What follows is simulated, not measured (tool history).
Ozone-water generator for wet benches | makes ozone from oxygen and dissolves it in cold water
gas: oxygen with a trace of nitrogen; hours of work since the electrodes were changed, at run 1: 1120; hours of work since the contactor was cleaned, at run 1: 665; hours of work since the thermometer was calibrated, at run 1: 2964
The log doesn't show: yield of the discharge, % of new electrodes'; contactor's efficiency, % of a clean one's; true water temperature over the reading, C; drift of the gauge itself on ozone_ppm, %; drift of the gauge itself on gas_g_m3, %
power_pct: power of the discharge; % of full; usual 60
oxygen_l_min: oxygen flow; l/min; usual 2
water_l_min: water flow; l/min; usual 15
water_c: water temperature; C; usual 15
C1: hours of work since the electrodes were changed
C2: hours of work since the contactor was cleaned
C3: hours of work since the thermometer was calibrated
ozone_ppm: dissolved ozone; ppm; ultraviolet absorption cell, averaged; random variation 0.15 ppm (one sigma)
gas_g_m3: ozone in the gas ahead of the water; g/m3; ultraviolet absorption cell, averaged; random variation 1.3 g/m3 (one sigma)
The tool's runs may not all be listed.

{"run": 1, "day": 0.0, "power_pct": 60, "oxygen_l_min": 2, "water_l_min": 15, "water_c": 15, "C1": 1120, "C2": 665, "C3": 2964, "ozone_ppm": 18.5, "gas_g_m3": 238.2}
{"run": 2, "day": 1.2, "power_pct": 60, "oxygen_l_min": 2, "water_l_min": 15, "water_c": 15, "C1": 1144, "C2": 689, "C3": 2989, "ozone_ppm": 18.4, "gas_g_m3": 238.5}
{"run": 3, "day": 2.25, "power_pct": 60, "oxygen_l_min": 2, "water_l_min": 15, "water_c": 15, "C1": 1165, "C2": 710, "C3": 3010, "ozone_ppm": 18.3, "gas_g_m3": 237.6}
{"run": 4, "day": 3.417, "power_pct": 60, "oxygen_l_min": 2, "water_l_min": 15, "water_c": 15, "C1": 1189, "C2": 734, "C3": 3034, "ozone_ppm": 18.4, "gas_g_m3": 237}
{"run": 5, "day": 4.671, "power_pct": 60, "oxygen_l_min": 2, "water_l_min": 15, "water_c": 14, "C1": 1214, "C2": 759, "C3": 3059, "ozone_ppm": 18.6, "gas_g_m3": 236.6}
{"run": 6, "day": 6.571, "power_pct": 99, "oxygen_l_min": 2, "water_l_min": 13, "water_c": 15, "C1": 1253, "C2": 798, "C3": 3097, "ozone_ppm": 28.4, "gas_g_m3": 323.4}
{"run": 7, "day": 8.521, "power_pct": 61, "oxygen_l_min": 1.18, "water_l_min": 14, "water_c": 7, "C1": 1292, "C2": 837, "C3": 3137, "ozone_ppm": 17.5, "gas_g_m3": 307.4}

Run 8 comes next. What will it give?
{"run": 8, "day": 9.379, "power_pct": 60, "oxygen_l_min": 1.81, "water_l_min": 15, "water_c": 7, "C1": 1310, "C2": 854, "C3": 3154, "ozone_ppm": "?", "gas_g_m3": "?"}

Run 8 gave ozone_ppm 18.8 ppm, gas_g_m3 248.5 g/m3.
Without the tool's hidden state the same run would have given ozone_ppm 18.8 ppm, gas_g_m3 248.5 g/m3.
